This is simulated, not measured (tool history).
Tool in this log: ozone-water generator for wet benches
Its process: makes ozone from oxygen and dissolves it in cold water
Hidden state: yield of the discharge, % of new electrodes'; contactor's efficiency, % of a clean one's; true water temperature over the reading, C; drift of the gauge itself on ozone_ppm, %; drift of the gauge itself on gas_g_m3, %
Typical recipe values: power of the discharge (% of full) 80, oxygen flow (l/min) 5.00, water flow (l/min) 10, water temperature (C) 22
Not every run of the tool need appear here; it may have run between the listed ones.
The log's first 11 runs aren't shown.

| run | hour | power of the discharge (% of full) | oxygen flow (l/min) | water flow (l/min) | water temperature (C) | hours of work since the electrodes were changed | hours of work since the contactor was cleaned | hours of work since the thermometer was calibrated | dissolved ozone (ppm) | ozone in the gas ahead of the water (g/m3) |
|---|---|---|---|---|---|---|---|---|---|---|
| 12 | 547.7 | 80 | 5.00 | 10 | 22 | 1186 | 90 | 4097 | 22.7 | 180.8 |
| 13 | 598.0 | 73 | 5.00 | 10 | 22 | 1236 | 140 | 4147 | 21.3 | 171.2 |
|  | 616.7 | contactor cleaned, once more |
| 14 | 657.2 | 73 | 5.00 | 10 | 22 | 1291 | 40 | 4201 | 22.2 | 169.0 |
| 15 | 698.6 | 80 | 5.00 | 15 | 22 | 1332 | 82 | 4243 | 17.8 | 180.8 |
| 16 | 738.1 | 80 | 5.00 | 15 | 22 | 1371 | 121 | 4282 | 17.8 | 180.6 |
| 17 | 779.1 | 80 | 5.00 | 15 | 22 | 1412 | 162 | 4323 | 17.8 | 179.2 |
| 18 | 807.7 | 80 | 5.00 | 15 | 22 | 1441 | 190 | 4351 | 17.8 | 179.8 |
| 19 | 875.5 | 63 | 6.32 | 10 | 22 | 1508 | 257 | 4419 | 19.7 | 138.2 |
| 20 | 924.0 | 63 | 6.32 | 10 | 22 | 1556 | 306 | 4467 | 19.2 | 138.4 |
| 21 | 972.4 | 87 | 4.26 | 12 | 20 | 1604 | 354 | 4515 | 22.9 | 205.4 |
| 22 | 1037.3 | 87 | 4.26 | 12 | 20 | 1669 | 418 | 4579 | 23.1 | 205.0 |
| 23 | 1078.3 | 56 | 4.73 | 9 | 18 | 1710 | 459 | 4620 | 21.4 | 147.0 |
| 24 | 1128.3 | 97 | 2.57 | 6 | 19 | 1760 | 509 | 4670 | 41.0 | 279.9 |
| 25 | 1164.4 | 87 | 5.00 | 10 | 22 | 1795 | 545 | 4706 | 24.4 | 189.8 |
| 26 | 1212.2 | 53 | 2.56 | 9 | 21 | 1843 | 592 | 4753 | 20.3 | 188.0 |
| 27 | 1258.8 | 89 | 2.56 | 9 | 21 | 1889 | 639 | 4800 | 28.2 | 265.3 |
| 28 | 1311.1 | 89 | 2.56 | 11 | 21 | 1941 | 691 | 4852 | 24.0 | 263.0 |
|  | 1347.0 | water thermometer calibrated |
| 29 | 1353.2 | 89 | 2.56 | 11 | 21 | 1983 | 732 | 6 | 23.8 | 264.7 |
| 30 | 1387.8 | 80 | 5.00 | 10 | 27 | 2017 | 766 | 41 | 20.8 | 177.9 |
| 31 | 1446.6 | 80 | 5.00 | 10 | 27 | 2076 | 825 | 99 | 21.0 | 177.5 |
| 32 | 1497.1 | 80 | 5.00 | 10 | 27 | 2126 | 875 | 149 | 20.7 | 178.0 |
| 33 | 1546.0 | 80 | 5.00 | 10 | 27 | 2174 | 924 | 198 | 21.2 | 177.8 |

3 options for the next run, each taken on its own from the tool as it stands now. Forecast them:
| A | 1600.9 | 78 | 5.00 | 10 | 22 | 2229 | 978 | 253 | ? | ? |
| B | 1600.9 | 47 | 5.00 | 15 | 22 | 2229 | 978 | 253 | ? | ? |
| C | 1600.9 | 80 | 6.52 | 10 | 15 | 2229 | 978 | 253 | ? | ? |

| run | dissolved ozone (ppm) | ozone in the gas ahead of the water (g/m3) |
|---|---|---|
| A | 22.6 | 175.2 |
| B | 12.3 | 127.8 |
| C | 26.0 | 157.3 |
With the hidden condition removed and each run's random variation left untouched, the same runs would have given:
| run | dissolved ozone (ppm) | ozone in the gas ahead of the water (g/m3) |
|---|---|---|
| A | 23.6 | 181.5 |
| B | 12.7 | 130.9 |
| C | 27.2 | 163.0 |

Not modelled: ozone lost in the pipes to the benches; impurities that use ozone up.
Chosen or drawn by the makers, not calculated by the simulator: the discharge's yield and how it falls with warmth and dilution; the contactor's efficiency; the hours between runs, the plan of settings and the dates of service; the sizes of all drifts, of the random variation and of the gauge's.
